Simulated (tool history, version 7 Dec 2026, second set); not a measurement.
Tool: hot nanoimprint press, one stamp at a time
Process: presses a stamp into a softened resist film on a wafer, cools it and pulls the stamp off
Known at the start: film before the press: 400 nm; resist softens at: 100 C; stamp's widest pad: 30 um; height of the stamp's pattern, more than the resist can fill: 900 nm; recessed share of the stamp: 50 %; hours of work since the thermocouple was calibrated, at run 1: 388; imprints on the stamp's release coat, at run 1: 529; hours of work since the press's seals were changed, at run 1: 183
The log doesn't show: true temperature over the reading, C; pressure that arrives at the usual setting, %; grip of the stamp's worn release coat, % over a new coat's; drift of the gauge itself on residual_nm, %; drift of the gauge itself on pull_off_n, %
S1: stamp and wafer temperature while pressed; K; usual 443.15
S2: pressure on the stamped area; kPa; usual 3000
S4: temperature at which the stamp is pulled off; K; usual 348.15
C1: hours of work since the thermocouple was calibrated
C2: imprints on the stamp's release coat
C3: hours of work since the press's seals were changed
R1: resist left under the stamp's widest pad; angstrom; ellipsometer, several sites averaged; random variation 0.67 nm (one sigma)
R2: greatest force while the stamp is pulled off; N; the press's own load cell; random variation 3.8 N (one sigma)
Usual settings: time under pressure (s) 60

Run 1, day 0.000: usual settings; C1 388; C2 529; C3 183. Result: R1 1707 angstrom, R2 207 N.
Run 2, day 3.921: usual settings; C1 430; C2 740; C3 224. Result: R1 1702 angstrom, R2 218 N.
At day 4.346: plate thermocouple calibrated.
Run 3, day 5.825: usual settings; C1 15; C2 836; C3 243. Result: R1 1799 angstrom, R2 231 N.
Run 4, day 8.767: usual settings; C1 46; C2 995; C3 273. Result: R1 1808 angstrom, R2 237 N.
Run 5, day 12.929: usual settings but S2 3470 kPa; C1 90; C2 1219; C3 317. Result: R1 1654 angstrom, R2 243 N.
Run 6, day 14.650: usual settings; C1 108; C2 1312; C3 335. Result: R1 1785 angstrom, R2 251 N.
Run 7, day 18.150: usual settings; C1 145; C2 1500; C3 372. Result: R1 1770 angstrom, R2 267 N.
Run 8, day 20.621: usual settings but time under pressure (s) 99; C1 171; C2 1634; C3 398. Result: R1 1504 angstrom, R2 262 N.
Run 9, day 23.792: usual settings but time under pressure (s) 99; C1 204; C2 1804; C3 431. Result: R1 1484 angstrom, R2 278 N.
Run 10, day 27.721: usual settings but time under pressure (s) 99; C1 245; C2 2016; C3 472. Result: R1 1491 angstrom, R2 283 N.
At day 29.154: stamp cleaned and given a new release coat.
Run 11, day 30.433: usual settings but S2 2510 kPa; C1 271; C2 69; C3 498. Result: R1 1927 angstrom, R2 186 N.
Run 12, day 32.821: usual settings but S2 2510 kPa; C1 296; C2 198; C3 523. Result: R1 1927 angstrom, R2 191 N.
Run 13, day 35.288: usual settings; C1 322; C2 331; C3 549. Result: R1 1731 angstrom, R2 196 N.
Run 14, day 37.858: usual settings; C1 349; C2 469; C3 576. Result: R1 1724 angstrom, R2 207 N.
Run 15, day 40.821: usual settings; C1 380; C2 629; C3 607. Result: R1 1720 angstrom, R2 207 N.
Run 16, day 43.688: usual settings; C1 410; C2 783; C3 637. Result: R1 1713 angstrom, R2 223 N.
At day 45.933: plate thermocouple calibrated.
Run 17, day 47.550: usual settings but time under pressure (s) 41, S4 344.15 K; C1 17; C2 985; C3 676. Result: R1 2060 angstrom, R2 237 N.
Run 18, day 50.362: usual settings but S1 455.15 K, time under pressure (s) 41, S4 344.15 K; C1 46; C2 1136; C3 706. Result: R1 1398 angstrom, R2 262 N.
Run 19, day 53.308: usual settings but S2 4340 kPa; C1 77; C2 1295; C3 737. Result: R1 1477 angstrom, R2 259 N.
Run 20, day 56.258: usual settings but S1 434.15 K, S2 2080 kPa, S4 352.15 K; C1 108; C2 1454; C3 768. Result: R1 2872 angstrom, R2 241 N.
At day 60.025: press's hydraulic seals changed and the load cell set to zero.
Run 21, day 60.212: usual settings but S1 439.15 K, S2 2080 kPa, S4 353.15 K; C1 146; C2 1649; C3 2. Result: R1 2455 angstrom, R2 245 N.
Run 22, day 62.696: usual settings but S1 452.15 K, S2 2340 kPa, time under pressure (s) 47, S4 340.15 K; C1 172; C2 1783; C3 28. Result: R1 1649 angstrom, R2 307 N.
Run 23, day 66.658: usual settings but S1 452.15 K, S2 2020 kPa, time under pressure (s) 51, S4 340.15 K; C1 214; C2 1996; C3 70. Result: R1 1734 angstrom, R2 320 N.
At day 68.633: stamp cleaned and given a new release coat.
Run 24, day 70.479: usual settings but S1 452.15 K, S2 2020 kPa, time under pressure (s) 51, S4 340.15 K; C1 251; C2 100; C3 107. Result: R1 1719 angstrom, R2 214 N.
Run 25, day 73.438: usual settings but S1 455.15 K, S2 2090 kPa, time under pressure (s) 32, S4 335.15 K; C1 282; C2 260; C3 138. Result: R1 1793 angstrom, R2 234 N.
Run 26, day 76.300: usual settings but S1 455.15 K, S2 2090 kPa, time under pressure (s) 32, S4 335.15 K; C1 312; C2 414; C3 168. Result: R1 1780 angstrom, R2 236 N.
Run 27, day 79.392: usual settings but S1 455.15 K, S2 3890 kPa, time under pressure (s) 62, S4 340.15 K; C1 345; C2 580; C3 201. Result: R1 971 angstrom, R2 236 N.
Run 28, day 81.454: usual settings but S1 455.15 K, S2 3480 kPa, time under pressure (s) 64, S4 340.15 K; C1 366; C2 691; C3 222. Result: R1 1030 angstrom, R2 240 N.
Run 29, day 83.967: usual settings but time under pressure (s) 35, S4 337.15 K; C1 393; C2 827; C3 249. Result: R1 2019 angstrom, R2 262 N.

5 ways to go on from here, each from the tool as it stands after run 29. What would each give?
Run A, day 86.546: usual settings but S2 2020 kPa, time under pressure (s) 35, S4 338.15 K; C1 420; C2 966; C3 276. Result: R1 ?, R2 ?.
Run B, day 86.546: usual settings but S2 2880 kPa, S4 334.15 K; C1 420; C2 966; C3 276. Result: R1 ?, R2 ?.
Run C, day 86.546: usual settings but S2 3050 kPa, time under pressure (s) 63; C1 420; C2 966; C3 276. Result: R1 ?, R2 ?.
Run D, day 86.546: usual settings but time under pressure (s) 54; C1 420; C2 966; C3 276. Result: R1 ?, R2 ?.
Run E, day 86.546: usual settings but S2 3930 kPa, S4 337.15 K; C1 420; C2 966; C3 276. Result: R1 ?, R2 ?.

run    R1   R2
  A  2472  263
  B  1745  284
  C  1657  235
  D  1763  227
  E  1458  262
Without the tool's hidden state the same runs would have given:
run    R1   R2
  A  2595  213
  B  1853  229
  C  1761  191
  D  1872  184
  E  1552  212
